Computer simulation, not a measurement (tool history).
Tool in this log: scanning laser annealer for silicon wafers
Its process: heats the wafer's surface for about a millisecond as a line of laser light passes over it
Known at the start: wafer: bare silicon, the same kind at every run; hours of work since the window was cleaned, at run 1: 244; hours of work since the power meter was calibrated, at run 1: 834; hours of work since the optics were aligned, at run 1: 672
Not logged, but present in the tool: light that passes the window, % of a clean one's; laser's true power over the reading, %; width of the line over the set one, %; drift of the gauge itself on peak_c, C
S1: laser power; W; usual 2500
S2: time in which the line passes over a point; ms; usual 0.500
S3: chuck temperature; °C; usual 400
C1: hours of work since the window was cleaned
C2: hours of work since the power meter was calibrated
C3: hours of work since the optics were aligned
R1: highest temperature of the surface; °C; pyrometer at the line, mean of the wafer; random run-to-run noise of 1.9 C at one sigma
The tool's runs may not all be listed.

run,day,S1,S2,S3,C1,C2,C3,R1
1,0.000,2500,0.500,400,244,834,672,1150
2,0.808,2500,0.500,400,258,848,686,1151
3,1.783,2279,0.500,400,275,864,703,1085
4,2.642,2500,0.472,400,289,879,718,1128
5,3.521,2500,0.472,400,305,894,733,1126
6,4.342,2500,0.477,400,319,909,747,1133
7,5.192,2500,0.477,400,333,923,762,1133
8,5.954,2500,0.477,400,347,936,775,1132
9,6.629,2500,0.477,400,358,948,786,1134
10,7.708,2500,0.500,400,377,967,805,1153
11,8.692,2500,0.398,400,394,984,822,1060
# day 10.088: optics aligned, line set to its width
12,10.175,2500,0.398,400,416,1005,2,1059
13,11.246,2500,0.386,400,434,1024,20,1052
14,12.150,2500,0.386,400,450,1040,36,1048
15,13.450,2500,0.386,400,472,1062,58,1050
16,14.288,2500,0.386,400,487,1076,72,1048
17,15.354,2500,0.500,400,505,1095,91,1152
18,16.617,2500,0.532,400,527,1117,113,1179
19,17.329,2624,0.500,400,539,1129,125,1191
20,18.346,2624,0.500,400,557,1146,142,1193
21,19.275,2396,0.373,366,573,1162,158,975
22,20.096,2396,0.373,405,587,1177,173,1015
23,21.129,2277,0.541,413,605,1194,190,1127
24,22.267,2277,0.541,413,624,1214,210,1128
25,22.850,2303,0.459,403,634,1224,220,1059
26,23.988,2373,0.559,435,654,1244,240,1193
27,25.275,2331,0.562,402,676,1266,262,1148
28,26.146,2613,0.469,400,691,1281,277,1160
29,27.054,2613,0.469,400,707,1297,293,1161
30,27.629,2613,0.469,400,717,1307,303,1157
31,28.708,2629,0.387,414,735,1325,321,1099
32,29.846,2629,0.387,414,755,1345,341,1099
33,30.517,2500,0.532,367,767,1356,352,1147
# day 31.183: window over the wafer cleaned
34,31.729,2614,0.417,422,9,1376,372,1133
35,32.317,2614,0.417,422,19,1386,382,1134
36,32.892,2133,0.417,422,29,1396,392,997
37,33.942,2133,0.417,422,48,1414,410,998
38,34.858,2408,0.492,433,63,1430,426,1151
39,35.783,2673,0.441,400,79,1446,442,1150
40,36.412,2673,0.441,400,90,1457,453,1152

Each row is a separate what-if for the run after 40, all from the same tool condition, not one after another. Results?
A,37.546,2269,0.475,395,110,1476,472,?
B,37.546,2673,0.591,400,110,1476,472,?
C,37.546,2673,0.620,423,110,1476,472,?
D,37.546,2746,0.495,403,110,1476,472,?

run,R1
A,1057
B,1288
C,1334
D,1229
With no hidden state in the tool, these same runs would have given:
run,R1
A,1057
B,1289
C,1335
D,1230
